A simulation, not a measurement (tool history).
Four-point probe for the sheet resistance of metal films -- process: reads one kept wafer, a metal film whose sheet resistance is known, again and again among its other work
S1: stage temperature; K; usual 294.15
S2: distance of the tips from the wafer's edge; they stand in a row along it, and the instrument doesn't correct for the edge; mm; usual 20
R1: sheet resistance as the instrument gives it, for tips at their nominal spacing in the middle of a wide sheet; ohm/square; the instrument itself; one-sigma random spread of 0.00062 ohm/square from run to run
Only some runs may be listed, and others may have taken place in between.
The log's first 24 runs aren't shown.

run      day      S1  S2        R1
 25   93.733  305.15   4  3.124739
 26   98.904  299.15   7   3.09409
 27  103.733  295.15   9  3.086279
 28  107.283  295.15  23   3.07903
 29  111.279  300.15   6  3.099107
 30  115.142  294.15  34  3.078429
 31  118.004  291.15  12  3.078663
     118.962  -- stage's thermometer calibrated
 32  122.771  297.15  33  3.079397

For run 33, what comes out?
 33  127.012  294.15   5   ?

Run 33 measured R1 3.103708 ohm/square.
Had the tool carried no hidden state, the very same run would have given R1 3.103138 ohm/square.
